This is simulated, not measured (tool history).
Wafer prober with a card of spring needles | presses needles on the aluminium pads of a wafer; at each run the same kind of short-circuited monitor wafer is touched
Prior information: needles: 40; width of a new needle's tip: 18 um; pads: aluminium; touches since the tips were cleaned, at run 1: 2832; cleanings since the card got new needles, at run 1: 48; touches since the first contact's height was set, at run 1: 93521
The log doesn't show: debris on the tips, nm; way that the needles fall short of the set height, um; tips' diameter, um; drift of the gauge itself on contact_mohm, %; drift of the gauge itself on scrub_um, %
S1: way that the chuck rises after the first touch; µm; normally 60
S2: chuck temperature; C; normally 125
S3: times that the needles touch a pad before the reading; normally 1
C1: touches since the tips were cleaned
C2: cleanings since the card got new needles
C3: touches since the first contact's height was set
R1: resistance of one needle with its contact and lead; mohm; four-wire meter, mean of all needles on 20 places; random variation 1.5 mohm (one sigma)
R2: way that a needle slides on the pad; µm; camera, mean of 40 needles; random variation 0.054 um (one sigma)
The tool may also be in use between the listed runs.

Run 1, hour 0: usual settings; C1 2832; C2 48; C3 93521. Result: R1 224 mohm, R2 12.01 µm.
At hour 1.8: tips cleaned on abrasive film.
At hour 10.7: tips cleaned on abrasive film.
At hour 19.5: tips cleaned on abrasive film.
At hour 19.8: height of the first contact set anew.
At hour 26.9: tips cleaned on abrasive film.
Run 2, hour 33: usual settings; C1 2886; C2 52; C3 6215. Result: R1 216 mohm, R2 12.68 µm.
At hour 34.8: tips cleaned on abrasive film.
At hour 43.6: tips cleaned on abrasive film.
At hour 50.7: tips cleaned on abrasive film.
At hour 59.6: tips cleaned on abrasive film.
Run 3, hour 63: usual settings but S2 26 C; C1 1611; C2 56; C3 20307. Result: R1 187 mohm, R2 12.54 µm.
At hour 68.3: tips cleaned on abrasive film.
At hour 77.1: tips cleaned on abrasive film.
At hour 84.2: tips cleaned on abrasive film.
At hour 92.4: tips cleaned on abrasive film.
Run 4, hour 92.4: usual settings but S2 26 C; C1 0; C2 60; C3 34137. Result: R1 130 mohm, R2 12.36 µm.
At hour 101.2: tips cleaned on abrasive film.
At hour 110.1: tips cleaned on abrasive film.
At hour 118.9: tips cleaned on abrasive film.
At hour 127.7: tips cleaned on abrasive film.
Run 5, hour 128.3: usual settings but S2 26 C; C1 270; C2 64; C3 51047. Result: R1 144 mohm, R2 12.4 µm.
At hour 135.4: tips cleaned on abrasive film.
At hour 144.2: tips cleaned on abrasive film.
At hour 151.3: tips cleaned on abrasive film.
At hour 160.1: tips cleaned on abrasive film.
At hour 169: tips cleaned on abrasive film.
Run 6, hour 175.3: usual settings but S2 26 C; C1 3031; C2 69; C3 73214. Result: R1 234 mohm, R2 12.21 µm.
At hour 177.2: tips cleaned on abrasive film.
At hour 186: tips cleaned on abrasive film.
At hour 194.9: tips cleaned on abrasive film.
Run 7, hour 198.7: usual settings but S2 97 C; C1 1855; C2 72; C3 84220. Result: R1 207 mohm, R2 12.04 µm.
At hour 202.3: tips cleaned on abrasive film.
At hour 211.2: tips cleaned on abrasive film.
At hour 218.5: tips cleaned on abrasive film.
Run 8, hour 218.5: usual settings but S2 97 C; C1 0; C2 75; C3 93493. Result: R1 137 mohm, R2 11.99 µm.
At hour 227.4: tips cleaned on abrasive film.
At hour 236.2: tips cleaned on abrasive film.
At hour 238.2: height of the first contact set anew.
At hour 243.6: tips cleaned on abrasive film.
Run 9, hour 245: usual settings; C1 691; C2 78; C3 3187. Result: R1 169 mohm, R2 12.67 µm.
At hour 252.1: tips cleaned on abrasive film.
At hour 260.9: tips cleaned on abrasive film.
At hour 269.8: tips cleaned on abrasive film.
At hour 277.4: tips cleaned on abrasive film.
Run 10, hour 277.4: usual settings but S2 51 C; C1 0; C2 82; C3 18403. Result: R1 132 mohm, R2 12.4 µm.
At hour 286.2: tips cleaned on abrasive film.
At hour 293.3: tips cleaned on abrasive film.
At hour 300.9: tips cleaned on abrasive film.
Run 11, hour 300.9: usual settings but S2 47 C; C1 0; C2 85; C3 29467. Result: R1 136 mohm, R2 12.42 µm.
At hour 309.7: tips cleaned on abrasive film.
At hour 316.8: tips cleaned on abrasive film.
At hour 325.7: tips cleaned on abrasive film.
At hour 332.7: tips cleaned on abrasive film.
At hour 341.6: tips cleaned on abrasive film.
Run 12, hour 346.2: usual settings; C1 2185; C2 90; C3 50788. Result: R1 226 mohm, R2 12.36 µm.
At hour 349.8: tips cleaned on abrasive film.
At hour 358.6: tips cleaned on abrasive film.
At hour 367.4: tips cleaned on abrasive film.
At hour 376.3: tips cleaned on abrasive film.
Run 13, hour 378.5: usual settings; C1 1083; C2 94; C3 66015. Result: R1 199 mohm, R2 12.09 µm.
At hour 383.9: tips cleaned on abrasive film.
At hour 392.7: tips cleaned on abrasive film.
At hour 401.6: tips cleaned on abrasive film.
Run 14, hour 406: usual settings; C1 2135; C2 97; C3 78968. Result: R1 223 mohm, R2 12.11 µm.
At hour 409.6: tips cleaned on abrasive film.
At hour 418.5: tips cleaned on abrasive film.
At hour 427.3: tips cleaned on abrasive film.
At hour 434.8: tips cleaned on abrasive film.
Run 15, hour 434.8: usual settings; C1 0; C2 101; C3 92478. Result: R1 149 mohm, R2 11.96 µm.
At hour 443.6: tips cleaned on abrasive film.
At hour 452.5: tips cleaned on abrasive film.
At hour 458: height of the first contact set anew.
At hour 461.6: tips cleaned on abrasive film.
At hour 470.4: tips cleaned on abrasive film.
Run 16, hour 471.3: usual settings; C1 413; C2 105; C3 6237. Result: R1 159 mohm, R2 12.54 µm.
At hour 478.4: tips cleaned on abrasive film.
At hour 487.2: tips cleaned on abrasive film.
At hour 496.1: tips cleaned on abrasive film.
At hour 503.1: tips cleaned on abrasive film.
At hour 511.4: tips cleaned on abrasive film.
Run 17, hour 511.4: usual settings but S1 72 µm, S2 36 C; C1 0; C2 110; C3 25095. Result: R1 128 mohm, R2 14.95 µm.
At hour 520.2: tips cleaned on abrasive film.
At hour 527.3: tips cleaned on abrasive film.
At hour 536.2: tips cleaned on abrasive film.
At hour 545: tips cleaned on abrasive film.
Run 18, hour 549.1: usual settings but S1 72 µm, S2 36 C; C1 1955; C2 114; C3 42858. Result: R1 195 mohm, R2 14.91 µm.
At hour 552.7: tips cleaned on abrasive film.
At hour 561.5: tips cleaned on abrasive film.
At hour 568.6: tips cleaned on abrasive film.
At hour 577.4: tips cleaned on abrasive film.
At hour 586.3: tips cleaned on abrasive film.
Run 19, hour 592.1: usual settings but S1 72 µm, S2 36 C; C1 2775; C2 119; C3 63106. Result: R1 208 mohm, R2 14.68 µm.
At hour 594: tips cleaned on abrasive film.
At hour 602.8: tips cleaned on abrasive film.
At hour 611.6: tips cleaned on abrasive film.
At hour 620.5: tips cleaned on abrasive film.
At hour 629.3: tips cleaned on abrasive film.
Run 20, hour 633.9: usual settings but S1 74 µm, S3 2; C1 2189; C2 124; C3 82768. Result: R1 176 mohm, R2 15.09 µm.
At hour 637.5: tips cleaned on abrasive film.
At hour 644.6: tips cleaned on abrasive film.
At hour 653.4: tips cleaned on abrasive film.
Run 21, hour 658.9: usual settings but S1 61 µm, S2 52 C; C1 2628; C2 127; C3 94548. Result: R1 241 mohm, R2 12.15 µm.
At hour 660.8: tips cleaned on abrasive film.
At hour 669.6: tips cleaned on abrasive film.
At hour 676.9: height of the first contact set anew.
At hour 678.7: tips cleaned on abrasive film.
At hour 687.6: tips cleaned on abrasive film.
Run 22, hour 688.6: usual settings but S1 66 µm, S2 47 C; C1 483; C2 131; C3 5476. Result: R1 162 mohm, R2 13.88 µm.
At hour 695.7: tips cleaned on abrasive film.
At hour 702.8: tips cleaned on abrasive film.
At hour 711.6: tips cleaned on abrasive film.
At hour 720.4: tips cleaned on abrasive film.
Run 23, hour 727: usual settings but S1 66 µm, S2 47 C; C1 3116; C2 135; C3 23569. Result: R1 240 mohm, R2 13.69 µm.
At hour 728.8: tips cleaned on abrasive film.
At hour 737.7: tips cleaned on abrasive film.
At hour 746.5: tips cleaned on abrasive film.
At hour 755.3: tips cleaned on abrasive film.
At hour 764.2: tips cleaned on abrasive film.
Run 24, hour 765.7: usual settings but S1 45 µm, S2 116 C; C1 713; C2 140; C3 41754. Result: R1 226 mohm, R2 9.18 µm.
At hour 772.7: tips cleaned on abrasive film.
At hour 781.6: tips cleaned on abrasive film.
At hour 790.4: tips cleaned on abrasive film.
Run 25, hour 793.1: usual settings but S1 45 µm, S2 116 C; C1 1285; C2 143; C3 54687. Result: R1 273 mohm, R2 9.15 µm.
At hour 798.5: tips cleaned on abrasive film.
At hour 807.3: tips cleaned on abrasive film.
At hour 816.1: tips cleaned on abrasive film.
At hour 825: tips cleaned on abrasive film.
Run 26, hour 830.8: usual settings but S1 45 µm, S2 116 C; C1 2799; C2 147; C3 72463. Result: R1 346 mohm, R2 9.01 µm.
At hour 832.7: tips cleaned on abrasive film.
At hour 841.5: tips cleaned on abrasive film.
At hour 848.6: tips cleaned on abrasive film.
At hour 857.4: tips cleaned on abrasive film.
At hour 866.3: tips cleaned on abrasive film.
Run 27, hour 866.4: usual settings but S2 81 C, S3 2; C1 80; C2 152; C3 89184. Result: R1 145 mohm, R2 12.03 µm.

Each run again, without the hidden state but with its own random variation kept:
run   R1     R2
  1  131  12.56
  2  132   12.7
  3  118  12.66
  4  118  12.58
  5  117  12.73
  6  117  12.66
  7  130  12.57
  8  128  12.61
  9  132  12.69
 10  120  12.54
 11  120  12.63
 12  133  12.71
 13  134  12.54
 14  133  12.64
 15  135  12.58
 16  131  12.59
 17  117  15.13
 18  118  15.18
 19  117  15.07
 20  131  15.62
 21  120  12.75
 22  121  13.92
 23  123  13.84
 24  135   9.45
 25  134   9.53
 26  134   9.47
 27  125  12.63
